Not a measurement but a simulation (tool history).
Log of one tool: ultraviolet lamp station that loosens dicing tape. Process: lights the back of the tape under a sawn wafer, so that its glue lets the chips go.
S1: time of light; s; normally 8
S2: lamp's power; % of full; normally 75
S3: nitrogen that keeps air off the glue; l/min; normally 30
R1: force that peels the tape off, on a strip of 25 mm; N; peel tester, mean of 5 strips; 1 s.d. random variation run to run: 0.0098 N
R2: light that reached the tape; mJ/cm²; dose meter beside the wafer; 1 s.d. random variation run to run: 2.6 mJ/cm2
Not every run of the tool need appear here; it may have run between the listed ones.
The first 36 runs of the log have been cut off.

Run 37, day 37.921: usual settings but S1 11 s, S2 78 % of full, S3 58 l/min. Result: R1 0.168 N, R2 400 mJ/cm².
Run 38, day 39.104: usual settings but S1 9 s, S2 79 % of full, S3 58 l/min. Result: R1 0.254 N, R2 325 mJ/cm².
Run 39, day 40.25: usual settings but S1 9 s, S2 79 % of full, S3 58 l/min. Result: R1 0.245 N, R2 325 mJ/cm².
Run 40, day 41.3: usual settings but S1 9 s, S2 81 % of full, S3 58 l/min. Result: R1 0.231 N, R2 339 mJ/cm².
Run 41, day 42.729: usual settings but S1 9 s, S2 81 % of full, S3 58 l/min. Result: R1 0.22 N, R2 336 mJ/cm².
Run 42, day 43.921: usual settings but S1 11 s, S2 71 % of full. Result: R1 0.323 N, R2 360 mJ/cm².
Run 43, day 44.746: usual settings but S1 5 s, S2 90 % of full, S3 13 l/min. Result: R1 2.088 N, R2 199 mJ/cm².
Run 44, day 45.517: usual settings but S1 16 s, S2 93 % of full, S3 42 l/min. Result: R1 0.114 N, R2 677 mJ/cm².

Forecast each of these 3 alternatives for the next run:
Run A, day 46.95: usual settings but S2 83 % of full, S3 27 l/min. Result: R1 ?, R2 ?.
Run B, day 46.95: usual settings but S1 9 s, S2 93 % of full, S3 42 l/min. Result: R1 ?, R2 ?.
Run C, day 46.95: usual settings but S1 5 s, S2 93 % of full, S3 42 l/min. Result: R1 ?, R2 ?.

run     R1   R2
  A  0.541  297
  B  0.231  373
  C  0.866  211
Without the tool's hidden state the same runs would have given:
run     R1   R2
  A  0.355  353
  B  0.172  443
  C  0.583  250
